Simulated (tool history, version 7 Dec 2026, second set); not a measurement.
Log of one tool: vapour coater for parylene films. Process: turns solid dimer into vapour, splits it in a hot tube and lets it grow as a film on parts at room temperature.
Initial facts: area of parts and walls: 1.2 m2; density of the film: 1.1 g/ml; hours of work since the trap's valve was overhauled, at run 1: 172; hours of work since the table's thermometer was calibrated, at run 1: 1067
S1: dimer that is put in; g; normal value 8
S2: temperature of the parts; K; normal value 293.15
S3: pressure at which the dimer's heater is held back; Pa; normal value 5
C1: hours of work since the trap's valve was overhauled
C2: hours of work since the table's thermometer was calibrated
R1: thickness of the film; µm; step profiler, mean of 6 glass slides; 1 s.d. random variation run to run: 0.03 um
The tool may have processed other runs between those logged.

run 1 hour=0 | S1=8 S2=293.15 S3=5 | C1=172 C2=1067 | R1=2.67
run 2 hour=36.1 | S1=8 S2=293.15 S3=5 | C1=190 C2=1085 | R1=2.63
run 3 hour=66.3 | S1=8 S2=293.15 S3=5 | C1=205 C2=1100 | R1=2.62
run 4 hour=128.8 | S1=8 S2=293.15 S3=7.03 | C1=237 C2=1132 | R1=2.41
run 5 hour=197.6 | S1=8 S2=293.15 S3=7.03 | C1=272 C2=1167 | R1=2.41
run 6 hour=242 | S1=8 S2=300.15 S3=5 | C1=294 C2=1189 | R1=2.23
-- hour=299.6 trap's valve overhauled
run 7 hour=300.9 | S1=8 S2=300.15 S3=5.11 | C1=1 C2=1217 | R1=2.55
run 8 hour=364.5 | S1=8 S2=300.15 S3=5.11 | C1=33 C2=1249 | R1=2.49
run 9 hour=395.2 | S1=8 S2=300.15 S3=5.11 | C1=48 C2=1265 | R1=2.47
run 10 hour=460.2 | S1=8 S2=293.15 S3=5 | C1=81 C2=1298 | R1=2.86
run 11 hour=501.8 | S1=8 S2=293.15 S3=5 | C1=102 C2=1319 | R1=2.75
run 12 hour=541.1 | S1=8 S2=293.15 S3=5 | C1=122 C2=1339 | R1=2.69
run 13 hour=601.6 | S1=8 S2=293.15 S3=5 | C1=153 C2=1369 | R1=2.71
run 14 hour=660.3 | S1=8 S2=288.15 S3=7.14 | C1=183 C2=1399 | R1=2.73
run 15 hour=732.9 | S1=10 S2=294.15 S3=7.14 | C1=219 C2=1436 | R1=2.99
-- hour=750.5 table's thermometer calibrated
run 16 hour=806.8 | S1=5 S2=288.15 S3=5 | C1=256 C2=29 | R1=1.69

Run 17 is up next; what results do you expect?
run 17 hour=873.3 | S1=5 S2=299.15 S3=4.12 | C1=290 C2=62 | R1=?

{"run 17": {"R1": 1.42}}
Had the tool carried no hidden state, the very same run would have given R1 1.65 µm.
